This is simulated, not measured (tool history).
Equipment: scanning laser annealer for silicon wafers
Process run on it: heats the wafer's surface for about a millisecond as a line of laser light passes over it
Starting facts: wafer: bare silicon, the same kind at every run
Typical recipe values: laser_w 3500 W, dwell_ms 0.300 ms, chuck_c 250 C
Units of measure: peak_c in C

{"run": 1, "hour": 0.0, "laser_w": 3500, "dwell_ms": 0.3, "chuck_c": 250, "peak_c": 949}
{"run": 2, "hour": 4.5, "laser_w": 3500, "dwell_ms": 0.255, "chuck_c": 250, "peak_c": 906}
{"run": 3, "hour": 9.6, "laser_w": 3500, "dwell_ms": 0.255, "chuck_c": 250, "peak_c": 901}
{"run": 4, "hour": 14.4, "laser_w": 3500, "dwell_ms": 0.3, "chuck_c": 250, "peak_c": 947}
{"run": 5, "hour": 20.3, "laser_w": 3691, "dwell_ms": 0.3, "chuck_c": 250, "peak_c": 991}
{"run": 6, "hour": 24.1, "laser_w": 3691, "dwell_ms": 0.3, "chuck_c": 250, "peak_c": 995}
{"hour": 26.7, "done": "window over the wafer cleaned"}
{"run": 7, "hour": 31.0, "laser_w": 3691, "dwell_ms": 0.3, "chuck_c": 250, "peak_c": 983}
{"run": 8, "hour": 38.0, "laser_w": 3691, "dwell_ms": 0.3, "chuck_c": 250, "peak_c": 981}
{"run": 9, "hour": 45.3, "laser_w": 3364, "dwell_ms": 0.222, "chuck_c": 283, "peak_c": 858}
{"hour": 53.9, "done": "window over the wafer cleaned, once more"}
{"run": 10, "hour": 54.3, "laser_w": 3275, "dwell_ms": 0.3, "chuck_c": 250, "peak_c": 924}
{"run": 11, "hour": 58.0, "laser_w": 3275, "dwell_ms": 0.257, "chuck_c": 250, "peak_c": 882}
{"run": 12, "hour": 62.8, "laser_w": 3181, "dwell_ms": 0.3, "chuck_c": 273, "peak_c": 923}
{"run": 13, "hour": 71.8, "laser_w": 3435, "dwell_ms": 0.321, "chuck_c": 282, "peak_c": 1016}
{"run": 14, "hour": 77.9, "laser_w": 3099, "dwell_ms": 0.268, "chuck_c": 259, "peak_c": 859}
{"run": 15, "hour": 82.0, "laser_w": 3017, "dwell_ms": 0.336, "chuck_c": 250, "peak_c": 892}

4 options for the next run, each taken on its own from the tool as it stands now. Forecast them:
{"run": "A", "hour": 91.0, "laser_w": 3384, "dwell_ms": 0.336, "chuck_c": 250, "peak_c": "?"}
{"run": "B", "hour": 91.0, "laser_w": 3506, "dwell_ms": 0.275, "chuck_c": 237, "peak_c": "?"}
{"run": "C", "hour": 91.0, "laser_w": 3148, "dwell_ms": 0.336, "chuck_c": 250, "peak_c": "?"}
{"run": "D", "hour": 91.0, "laser_w": 3674, "dwell_ms": 0.238, "chuck_c": 241, "peak_c": "?"}

run=A peak_c=982
run=B peak_c=939
run=C peak_c=922
run=D peak_c=935
Had the tool no hidden state, the same runs would have come out as:
run=A peak_c=987
run=B peak_c=944
run=C peak_c=927
run=D peak_c=940
